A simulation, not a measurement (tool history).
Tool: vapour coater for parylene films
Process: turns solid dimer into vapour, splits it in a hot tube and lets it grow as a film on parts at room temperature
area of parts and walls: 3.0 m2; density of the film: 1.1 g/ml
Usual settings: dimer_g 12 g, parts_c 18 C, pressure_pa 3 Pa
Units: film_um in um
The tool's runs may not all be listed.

run 1 hour=0 | dimer_g=12 parts_c=18 pressure_pa=3 | film_um=2.51
run 2 hour=15.4 | dimer_g=12 parts_c=18 pressure_pa=3 | film_um=2.51
run 3 hour=29.8 | dimer_g=12 parts_c=18 pressure_pa=3 | film_um=2.48
run 4 hour=36.6 | dimer_g=12 parts_c=18 pressure_pa=3 | film_um=2.48
run 5 hour=45.7 | dimer_g=12 parts_c=18 pressure_pa=3 | film_um=2.48
run 6 hour=53.9 | dimer_g=12 parts_c=18 pressure_pa=3 | film_um=2.49
run 7 hour=68.9 | dimer_g=12 parts_c=18 pressure_pa=3 | film_um=2.5
run 8 hour=81.2 | dimer_g=12 parts_c=18 pressure_pa=3 | film_um=2.47
run 9 hour=89.1 | dimer_g=12 parts_c=18 pressure_pa=3 | film_um=2.47
run 10 hour=96.1 | dimer_g=12 parts_c=18 pressure_pa=3 | film_um=2.5
run 11 hour=108.8 | dimer_g=12 parts_c=18 pressure_pa=3 | film_um=2.47
run 12 hour=123.9 | dimer_g=9 parts_c=13 pressure_pa=7.35 | film_um=2.08
run 13 hour=138.6 | dimer_g=9 parts_c=13 pressure_pa=7.35 | film_um=2.03
run 14 hour=153.4 | dimer_g=16 parts_c=23 pressure_pa=3 | film_um=2.53

The next listed run, before its measurement:
run 15 hour=159.7 | dimer_g=17 parts_c=11 pressure_pa=8.2 | film_um=?

film_um: 4.18 um
Without the tool's hidden state the same run would have given film_um 4.63 um.
